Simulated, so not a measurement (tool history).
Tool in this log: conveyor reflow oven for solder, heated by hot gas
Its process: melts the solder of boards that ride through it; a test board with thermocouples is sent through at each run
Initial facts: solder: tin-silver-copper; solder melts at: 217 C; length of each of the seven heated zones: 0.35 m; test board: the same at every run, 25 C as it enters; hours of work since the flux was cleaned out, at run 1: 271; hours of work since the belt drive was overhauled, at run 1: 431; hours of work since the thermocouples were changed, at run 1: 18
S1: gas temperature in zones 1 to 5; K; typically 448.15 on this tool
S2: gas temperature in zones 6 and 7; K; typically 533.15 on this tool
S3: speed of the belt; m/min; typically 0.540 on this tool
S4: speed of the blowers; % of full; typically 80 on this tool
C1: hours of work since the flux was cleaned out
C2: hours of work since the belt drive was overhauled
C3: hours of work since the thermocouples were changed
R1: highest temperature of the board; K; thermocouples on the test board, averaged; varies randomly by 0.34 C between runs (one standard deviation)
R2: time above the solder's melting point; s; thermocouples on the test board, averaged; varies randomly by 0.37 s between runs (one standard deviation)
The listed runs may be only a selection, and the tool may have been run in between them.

run	hour	S1	S2	S3	S4	C1	C2	C3	R1	R2
1	0.0	448.15	533.15	0.540	80	271	431	18	519.55	54.7
2	9.1	448.15	533.15	0.540	80	274	435	22	519.55	54.7
3	23.9	448.15	533.15	0.540	80	281	441	28	519.35	54.4
4	33.5	448.15	525.15	0.540	80	285	445	32	511.85	47.6
5	48.2	448.15	525.15	0.540	80	291	452	38	511.95	46.7
6	58.1	448.15	525.15	0.540	80	295	456	42	511.85	47.2
7	69.2	448.15	525.15	0.540	80	300	460	47	512.35	47.6
8	75.7	448.15	525.15	0.540	80	303	463	50	511.65	47.4
9	90.2	448.15	525.15	0.540	80	309	469	56	511.45	46.9
10	98.1	448.15	525.15	0.540	80	312	473	59	512.15	47.4
# hour 104.4: flux residue cleaned out of gas plates and filters
11	112.7	456.15	533.15	0.540	80	3	477	63	522.25	60.4
12	124.0	449.15	533.15	0.540	80	8	481	68	520.85	57.0
13	135.7	448.15	530.15	0.540	80	13	486	73	518.45	53.6
# hour 140.8: belt drive overhauled, speed set with a stopwatch
14	154.8	448.15	531.15	0.540	80	20	6	79	519.25	54.3
15	167.2	456.15	534.15	0.443	80	25	11	84	527.25	79.5
16	176.7	448.15	535.15	0.540	50	29	15	88	513.45	46.4
17	183.1	448.15	535.15	0.540	50	32	18	91	513.35	45.8
18	196.1	448.15	535.15	0.540	50	37	23	97	513.35	45.9
19	206.3	433.15	545.15	0.551	78	41	28	101	528.05	55.3
# hour 212.7: belt drive overhauled, speed set with a stopwatch, once more
20	218.0	448.15	522.15	0.540	72	45	2	104	509.15	43.4
21	224.4	448.15	522.15	0.540	72	47	5	107	509.25	43.2
22	239.2	448.15	522.15	0.540	72	53	11	113	509.25	43.9
23	247.8	448.15	545.15	0.594	52	57	15	117	518.25	45.3
24	257.9	454.15	541.15	0.558	73	61	19	121	525.75	59.1
25	267.8	454.15	541.15	0.558	73	66	23	125	526.25	59.2
26	282.1	454.15	541.15	0.558	73	72	29	131	526.15	58.5

Across each entry between runs, compare the hidden state at the last listed run before it with the hidden state at the first listed run after it:
In the gap between runs 10 and 11: flux residue cleaned out of gas plates and filters (hour 104.4)
  heat that the gas passes to the board, % of a clean oven's: 90.5 -> 98.9
  what was measured, less what the result would be without the hidden state, R1: -1.70 -> +0.10 K; R2: -2.7 -> +0.3 s
In the gap between runs 13 and 14: belt drive overhauled, speed set with a stopwatch (hour 140.8)
  heat that the gas passes to the board, % of a clean oven's: 98.6 -> 98.4; belt's true speed, % of the reading: 99.58 -> 99.28; true gas temperature in zones 6 and 7 over the reading, C: 0.22 -> 0.21
  what was measured, less what the result would be without the hidden state, R1: +0.00 -> +0.10 K; R2: +0.1 -> +0.4 s
In the gap between runs 19 and 20: belt drive overhauled, speed set with a stopwatch, once more (hour 212.7)
  heat that the gas passes to the board, % of a clean oven's: 97.8 -> 97.7; belt's true speed, % of the reading: 99.26 -> 100.01; true gas temperature in zones 6 and 7 over the reading, C: 0.18 -> 0.17
  what was measured, less what the result would be without the hidden state, R1: -0.20 -> -0.30 K; R2: +0.2 -> -0.6 s

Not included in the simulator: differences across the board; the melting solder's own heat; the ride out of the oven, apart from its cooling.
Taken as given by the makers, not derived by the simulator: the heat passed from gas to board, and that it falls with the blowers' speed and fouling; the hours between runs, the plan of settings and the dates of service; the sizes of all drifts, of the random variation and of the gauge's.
